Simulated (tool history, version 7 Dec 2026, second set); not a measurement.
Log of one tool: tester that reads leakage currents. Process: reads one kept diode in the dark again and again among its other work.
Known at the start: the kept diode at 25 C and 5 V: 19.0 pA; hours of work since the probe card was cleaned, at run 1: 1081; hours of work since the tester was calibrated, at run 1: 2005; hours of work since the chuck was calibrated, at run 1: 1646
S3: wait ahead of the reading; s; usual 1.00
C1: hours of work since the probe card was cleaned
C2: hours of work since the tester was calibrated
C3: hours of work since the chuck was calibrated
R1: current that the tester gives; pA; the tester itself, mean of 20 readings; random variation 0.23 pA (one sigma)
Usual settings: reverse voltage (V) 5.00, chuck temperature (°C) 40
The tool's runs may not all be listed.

{"run": 1, "day": 0.0, "reverse voltage (V)": 5.0, "chuck temperature (°C)": 40, "S3": 1.0, "C1": 1081, "C2": 2005, "C3": 1646, "R1": 74.44}
{"run": 2, "day": 4.621, "reverse voltage (V)": 5.0, "chuck temperature (°C)": 40, "S3": 1.0, "C1": 1133, "C2": 2057, "C3": 1698, "R1": 74.78}
{"run": 3, "day": 9.238, "reverse voltage (V)": 5.0, "chuck temperature (°C)": 40, "S3": 2.33, "C1": 1185, "C2": 2109, "C3": 1750, "R1": 73.69}
{"run": 4, "day": 14.996, "reverse voltage (V)": 5.0, "chuck temperature (°C)": 40, "S3": 2.33, "C1": 1250, "C2": 2174, "C3": 1815, "R1": 73.83}
{"run": 5, "day": 20.196, "reverse voltage (V)": 5.0, "chuck temperature (°C)": 40, "S3": 1.0, "C1": 1309, "C2": 2232, "C3": 1874, "R1": 74.45}
{"run": 6, "day": 25.279, "reverse voltage (V)": 5.0, "chuck temperature (°C)": 40, "S3": 1.0, "C1": 1366, "C2": 2290, "C3": 1931, "R1": 74.93}
{"run": 7, "day": 31.1, "reverse voltage (V)": 5.0, "chuck temperature (°C)": 40, "S3": 1.0, "C1": 1432, "C2": 2355, "C3": 1997, "R1": 74.6}
{"run": 8, "day": 38.9, "reverse voltage (V)": 5.0, "chuck temperature (°C)": 40, "S3": 1.0, "C1": 1520, "C2": 2443, "C3": 2085, "R1": 74.83}
{"run": 9, "day": 45.592, "reverse voltage (V)": 5.0, "chuck temperature (°C)": 40, "S3": 1.0, "C1": 1595, "C2": 2519, "C3": 2160, "R1": 74.63}
{"day": 50.075, "done": "chuck's temperature calibrated"}
{"run": 10, "day": 51.171, "reverse voltage (V)": 5.0, "chuck temperature (°C)": 40, "S3": 1.0, "C1": 1657, "C2": 2581, "C3": 12, "R1": 74.67}
{"run": 11, "day": 57.375, "reverse voltage (V)": 5.0, "chuck temperature (°C)": 40, "S3": 1.0, "C1": 1727, "C2": 2651, "C3": 82, "R1": 74.58}
{"run": 12, "day": 65.225, "reverse voltage (V)": 5.0, "chuck temperature (°C)": 23, "S3": 1.0, "C1": 1816, "C2": 2739, "C3": 171, "R1": 16.89}
{"run": 13, "day": 73.233, "reverse voltage (V)": 5.74, "chuck temperature (°C)": 40, "S3": 1.0, "C1": 1906, "C2": 2830, "C3": 261, "R1": 80.94}
{"run": 14, "day": 81.592, "reverse voltage (V)": 5.74, "chuck temperature (°C)": 40, "S3": 1.0, "C1": 2000, "C2": 2924, "C3": 355, "R1": 81.02}
{"run": 15, "day": 88.696, "reverse voltage (V)": 5.74, "chuck temperature (°C)": 40, "S3": 1.0, "C1": 2081, "C2": 3004, "C3": 436, "R1": 80.71}
{"run": 16, "day": 95.462, "reverse voltage (V)": 5.74, "chuck temperature (°C)": 40, "S3": 1.0, "C1": 2157, "C2": 3080, "C3": 512, "R1": 81.22}
{"run": 17, "day": 102.2, "reverse voltage (V)": 5.0, "chuck temperature (°C)": 40, "S3": 1.0, "C1": 2233, "C2": 3156, "C3": 588, "R1": 74.99}
{"run": 18, "day": 106.112, "reverse voltage (V)": 8.99, "chuck temperature (°C)": 58, "S3": 1.0, "C1": 2277, "C2": 3200, "C3": 632, "R1": 447.41}
{"run": 19, "day": 112.646, "reverse voltage (V)": 8.99, "chuck temperature (°C)": 58, "S3": 1.0, "C1": 2351, "C2": 3274, "C3": 706, "R1": 450.23}
{"run": 20, "day": 118.604, "reverse voltage (V)": 12.89, "chuck temperature (°C)": 32, "S3": 1.0, "C1": 2418, "C2": 3341, "C3": 773, "R1": 65.48}
{"day": 122.146, "done": "probe card cleaned and baked"}
{"run": 21, "day": 127.358, "reverse voltage (V)": 10.75, "chuck temperature (°C)": 20, "S3": 8.92, "C1": 59, "C2": 3439, "C3": 870, "R1": 18.79}
{"run": 22, "day": 134.975, "reverse voltage (V)": 2.4, "chuck temperature (°C)": 56, "S3": 0.35, "C1": 145, "C2": 3524, "C3": 956, "R1": 178.95}
{"run": 23, "day": 141.938, "reverse voltage (V)": 2.0, "chuck temperature (°C)": 40, "S3": 2.05, "C1": 223, "C2": 3603, "C3": 1035, "R1": 43.65}
{"run": 24, "day": 149.346, "reverse voltage (V)": 2.53, "chuck temperature (°C)": 57, "S3": 2.1, "C1": 307, "C2": 3686, "C3": 1118, "R1": 198.74}
{"run": 25, "day": 156.996, "reverse voltage (V)": 9.01, "chuck temperature (°C)": 53, "S3": 1.0, "C1": 393, "C2": 3773, "C3": 1204, "R1": 305.82}
{"run": 26, "day": 164.517, "reverse voltage (V)": 5.0, "chuck temperature (°C)": 40, "S3": 3.87, "C1": 478, "C2": 3858, "C3": 1289, "R1": 73.91}
{"run": 27, "day": 173.058, "reverse voltage (V)": 19.95, "chuck temperature (°C)": 50, "S3": 0.63, "C1": 574, "C2": 3954, "C3": 1386, "R1": 385.74}
{"run": 28, "day": 179.662, "reverse voltage (V)": 19.95, "chuck temperature (°C)": 50, "S3": 0.63, "C1": 649, "C2": 4028, "C3": 1460, "R1": 384.91}
{"run": 29, "day": 183.588, "reverse voltage (V)": 19.95, "chuck temperature (°C)": 44, "S3": 1.12, "C1": 693, "C2": 4073, "C3": 1504, "R1": 235.38}
{"day": 184.175, "done": "tester calibrated"}
{"run": 30, "day": 192.058, "reverse voltage (V)": 5.0, "chuck temperature (°C)": 40, "S3": 2.35, "C1": 788, "C2": 89, "C3": 1599, "R1": 73.81}
{"run": 31, "day": 196.388, "reverse voltage (V)": 5.0, "chuck temperature (°C)": 40, "S3": 1.14, "C1": 836, "C2": 138, "C3": 1648, "R1": 74.64}
{"run": 32, "day": 202.729, "reverse voltage (V)": 5.0, "chuck temperature (°C)": 40, "S3": 1.14, "C1": 908, "C2": 209, "C3": 1719, "R1": 74.72}
{"run": 33, "day": 208.871, "reverse voltage (V)": 2.02, "chuck temperature (°C)": 40, "S3": 5.44, "C1": 977, "C2": 279, "C3": 1788, "R1": 43.32}

How the hidden state differs across the entries between the runs, from the last listed run before each to the first after it:
Between runs 9 and 10: chuck's temperature calibrated (day 50.075)
  stray current of the dirty probe card, pA a volt: 0.023 -> 0.024; true chuck temperature over the reading, C: -0.01 -> 0
Between runs 20 and 21: probe card cleaned and baked (day 122.146)
  stray current of the dirty probe card, pA a volt: 0.025 -> 0.02
Between runs 29 and 30: tester calibrated (day 184.175)
  stray current of the dirty probe card, pA a volt: 0.021 -> 0.022; current scale over the true one, %: 0.01 -> 0
